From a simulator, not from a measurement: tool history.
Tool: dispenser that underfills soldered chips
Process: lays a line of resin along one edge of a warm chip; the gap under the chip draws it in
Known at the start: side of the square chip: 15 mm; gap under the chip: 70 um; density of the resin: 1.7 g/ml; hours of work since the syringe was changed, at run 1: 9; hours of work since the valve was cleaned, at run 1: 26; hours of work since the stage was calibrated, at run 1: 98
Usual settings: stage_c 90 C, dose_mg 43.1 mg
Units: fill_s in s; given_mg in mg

run	hour	stage_c	dose_mg	hours of work since the syringe was changed	hours of work since the valve was cleaned	hours of work since the stage was calibrated	fill_s	given_mg
1	0.0	90	43.1	9	26	98	378.3	42.29
# hour 3.9: new syringe of resin
2	9.3	90	43.1	4	32	104	307.0	41.69
3	17.9	90	42.7	10	38	110	389.4	41.14
# hour 20.4: new syringe of resin
4	22.5	90	43.1	1	41	113	281.3	41.57
5	28.1	90	43.1	5	45	117	319.3	40.97
6	33.9	90	43.1	9	49	121	372.4	40.88
# hour 37.2: new syringe of resin
7	41.8	90	43.1	3	54	126	311.1	40.58
8	47.9	90	52.6	7	58	130	360.8	49.77
# hour 53.5: new syringe of resin
9	54.4	90	48.5	1	62	135	283.9	45.55
10	60.4	90	48.5	5	67	139	335.8	45.47
11	65.1	90	48.5	8	70	142	373.9	45.01
# hour 70.1: dispensing valve cleaned and set on the balance
# hour 70.8: new syringe of resin
12	71.7	90	48.5	1	1	146	284.2	48.55
13	78.4	90	48.5	5	6	150	328.6	48.16
14	83.2	90	50.0	9	9	154	377.0	49.65
# hour 87.7: new syringe of resin
15	89.5	90	44.7	1	13	158	292.3	44.17
16	94.4	90	44.7	5	16	161	329.2	43.77
17	98.6	90	44.7	8	19	164	361.9	43.71
# hour 104.4: new syringe of resin
18	107.4	90	44.7	2	25	170	300.5	43.56
19	114.4	90	44.7	7	30	175	357.2	43.42
# hour 120.9: new syringe of resin
20	124.0	80	52.9	2	37	181	479.4	50.73
21	132.5	79	38.3	8	43	187	662.6	36.83
# hour 137.4: new syringe of resin
22	138.3	103	43.2	1	46	191	159.2	41.21
23	146.7	101	42.7	6	52	197	215.0	40.37
# hour 153.8: new syringe of resin
24	153.8	101	42.7	0	57	202	171.1	40.17
25	161.4	94	42.8	5	62	207	293.6	40.35
26	168.8	94	42.8	10	67	212	350.8	39.94
# hour 170.6: new syringe of resin
27	174.9	98	45.0	3	71	216	214.6	41.84
# hour 177.7: dispensing valve cleaned and set on the balance
28	180.4	91	52.4	6	2	219	334.4	52.38
29	186.4	100	39.6	10	6	223	262.4	39.45
# hour 188.4: new syringe of resin
30	192.4	100	40.0	3	10	227	198.0	39.66
31	197.1	100	40.0	6	13	231	222.8	39.53
32	202.1	101	43.3	9	17	234	242.6	42.50
# hour 204.9: new syringe of resin
33	208.0	105	54.3	2	21	238	152.7	53.53
34	213.9	105	54.3	6	25	242	173.9	52.80
35	219.4	98	47.1	10	29	246	289.3	45.88
# hour 221.9: new syringe of resin
36	228.4	97	44.3	5	35	252	239.7	43.06

Measured less the same run without the tool's hidden state. The same run-to-run variation is in both; the gauge's scatter may not be:
The hidden state here: resin's viscosity, % of fresh resin's; dose that the valve gives, % of what is set; true chip temperature over the reading, C; drift of the gauge itself on fill_s, %; drift of the gauge itself on given_mg, %.
run	fill_s	given_mg
1	+112.5	-1.17
2	+45.6	-1.43
3	+123.5	-1.66
4	+17.3	-1.82
5	+59.3	-1.96
6	+110.7	-2.15
7	+46.3	-2.37
8	+96.6	-3.13
9	+21.3	-3.09
10	+69.1	-3.29
11	+110.2	-3.41
12	+19.8	-0.11
13	+70.6	-0.34
14	+114.4	-0.53
15	+28.6	-0.66
16	+67.4	-0.78
17	+103.0	-0.90
18	+37.7	-1.14
19	+95.7	-1.36
20	+57.3	-1.91
21	+196.4	-1.61
22	+14.3	-1.98
23	+57.2	-2.20
24	+16.3	-2.38
25	+75.3	-2.62
26	+134.7	-2.82
27	+35.0	-3.15
28	+83.8	-0.07
29	+92.9	-0.21
30	+32.0	-0.36
31	+57.5	-0.49
32	+83.5	-0.68
33	+21.4	-1.06
34	+45.3	-1.27
35	+104.2	-1.27
36	+50.7	-1.47
